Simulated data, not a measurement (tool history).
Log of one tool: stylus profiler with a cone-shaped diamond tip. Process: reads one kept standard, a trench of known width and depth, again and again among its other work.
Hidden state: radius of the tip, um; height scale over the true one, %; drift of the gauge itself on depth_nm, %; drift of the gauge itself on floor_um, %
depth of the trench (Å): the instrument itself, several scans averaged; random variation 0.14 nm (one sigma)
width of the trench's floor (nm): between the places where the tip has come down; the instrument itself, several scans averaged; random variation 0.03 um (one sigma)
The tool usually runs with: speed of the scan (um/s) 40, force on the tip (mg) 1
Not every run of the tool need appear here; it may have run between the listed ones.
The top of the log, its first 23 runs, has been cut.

run,hour,speed of the scan (um/s),force on the tip (mg),scans with this tip,hours of work since the height scale was calibrated,depth of the trench (Å),width of the trench's floor (nm)
# hour 295.4: height scale calibrated on a step standard
24,306.7,25,2.92,10405,8,5058.5,46380
25,323.1,49,1.22,10576,20,5021.3,46080
26,331.8,104,0.9,10666,26,5014.7,45470
27,347.4,104,0.9,10829,38,5012.1,45500
28,355.8,25,1,10917,44,5013.7,46340
# hour 363.2: height scale calibrated on a step standard, once more
29,369.1,13,0.82,11050,4,5038.8,46350
30,386.5,127,1,11232,17,5040.1,45370
31,401.9,127,1,11393,28,5040.9,45340
32,413.3,134,1.9,11512,36,5063.1,45560
33,425.9,102,1.9,11643,45,5063,45750
34,435.5,19,0.41,11743,52,5023.9,46170
35,447.5,19,0.41,11869,61,5022.3,46140
36,460.8,15,1.99,12008,70,5064.3,46330
37,477.9,93,0.55,12186,83,5025.9,45240
38,497.2,69,0.4,12388,97,5022.4,45420
39,508.8,69,0.4,12508,105,5019.7,45410
40,519.4,105,2.05,12620,113,5063.3,45750
41,535.9,105,2.05,12791,125,5065.3,45710
42,547.6,105,2.05,12913,133,5063.1,45720
43,555.6,114,1.12,12997,139,5040.2,45460
44,564.5,102,1.12,13089,145,5042.8,45500
45,578.1,19,0.86,13232,155,5036.2,46190
46,591.3,119,0.65,13369,165,5029.2,45040

What if the next run were any one of these 3? Each begins from the tool's condition after run 46:
A,604.8,136,0.65,13511,174,?,?
B,604.8,25,0.47,13511,174,?,?
C,604.8,15,0.54,13511,174,?,?

run,depth of the trench (Å),width of the trench's floor (nm)
A,5026.4,44850
B,5024.1,46030
C,5019.8,46170
With the hidden condition removed and each run's random variation left untouched, the same runs would have given:
run,depth of the trench (Å),width of the trench's floor (nm)
A,5028.7,45480
B,5026.4,46670
C,5022.1,46810

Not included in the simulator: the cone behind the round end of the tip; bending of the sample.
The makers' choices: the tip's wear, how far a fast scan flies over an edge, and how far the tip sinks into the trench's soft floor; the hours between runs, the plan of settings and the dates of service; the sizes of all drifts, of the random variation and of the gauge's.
